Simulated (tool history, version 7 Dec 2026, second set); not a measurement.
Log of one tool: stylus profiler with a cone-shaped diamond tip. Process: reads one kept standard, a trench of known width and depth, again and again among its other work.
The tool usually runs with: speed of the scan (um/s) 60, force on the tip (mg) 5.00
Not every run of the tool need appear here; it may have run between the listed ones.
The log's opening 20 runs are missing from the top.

run,hour,speed of the scan (um/s),force on the tip (mg),depth of the trench (nm),width of the trench's floor (µm)
21,511.1,109,5.88,102.52,48.26
22,532.4,23,5.97,102.62,48.52
23,558.0,23,2.86,101.71,48.55
24,574.0,23,2.86,101.55,48.54
# hour 587.0: height scale calibrated on a step standard, once more
25,593.9,23,2.86,101.42,48.53
26,620.3,88,7.82,102.66,48.39
27,648.8,48,3.46,101.46,48.42
28,685.8,48,3.46,101.60,48.42
29,702.3,24,9.02,102.74,48.56
30,736.4,49,11.71,103.22,48.50
31,764.0,206,3.87,101.67,47.67
32,796.1,206,3.87,101.51,47.66
33,821.2,206,3.87,101.57,47.69
34,844.3,218,3.78,101.74,47.68
35,881.0,218,3.78,101.62,47.58
36,918.9,80,4.12,101.81,48.34
37,935.1,59,2.18,101.37,48.23
38,971.7,59,2.90,101.50,48.33

Forecast each of these 5 alternatives for the next run:
A,995.4,56,3.76,?,?
B,995.4,61,2.78,?,?
C,995.4,182,8.64,?,?
D,995.4,116,5.13,?,?
E,995.4,25,1.74,?,?

run,depth of the trench (nm),width of the trench's floor (µm)
A,101.72,48.31
B,101.47,48.27
C,102.95,48.11
D,101.95,48.23
E,101.15,48.45
The same runs, with their run-to-run variation unchanged, on a tool lacking any hidden condition would have given:
run,depth of the trench (nm),width of the trench's floor (µm)
A,101.62,48.44
B,101.38,48.40
C,102.85,48.24
D,101.85,48.36
E,101.05,48.58
